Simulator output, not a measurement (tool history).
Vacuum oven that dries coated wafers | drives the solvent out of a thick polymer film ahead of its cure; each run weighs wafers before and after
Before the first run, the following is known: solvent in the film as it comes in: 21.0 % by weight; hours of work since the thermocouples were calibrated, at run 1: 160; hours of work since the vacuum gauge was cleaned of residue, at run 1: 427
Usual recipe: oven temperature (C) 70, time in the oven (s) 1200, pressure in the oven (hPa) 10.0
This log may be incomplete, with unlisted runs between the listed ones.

run,hour,oven temperature (C),time in the oven (s),pressure in the oven (hPa),hours of work since the thermocouples were calibrated,hours of work since the vacuum gauge was cleaned of residue,solvent left in the film (%)
1,0.0,70,1200,10.0,160,427,4.13
2,41.8,70,1200,10.0,181,447,4.04
3,77.8,70,1200,10.0,198,465,4.09
4,119.0,70,1200,10.0,218,485,3.96
5,140.7,70,780,10.0,229,495,6.54
6,174.5,70,780,10.0,245,512,6.34
7,215.9,70,1200,15.5,265,532,4.27
8,233.4,70,2040,10.0,274,540,1.66
9,259.5,70,2040,10.0,287,553,1.59
10,291.6,70,2040,10.0,302,569,1.57
# hour 296.9: oven's thermocouples calibrated
11,318.3,56,2040,10.0,10,581,7.56
12,359.5,56,2040,10.0,30,601,7.71
# hour 366.7: oven's thermocouples calibrated, once more
13,383.0,70,2040,13.3,8,611,2.02

Run 14 has not been measured yet. What should we expect?
14,404.7,64,1200,10.0,18,622,?

solvent left in the film (%): 7.42
With no hidden state in the tool, this same run would have given solvent left in the film (%) 7.24.

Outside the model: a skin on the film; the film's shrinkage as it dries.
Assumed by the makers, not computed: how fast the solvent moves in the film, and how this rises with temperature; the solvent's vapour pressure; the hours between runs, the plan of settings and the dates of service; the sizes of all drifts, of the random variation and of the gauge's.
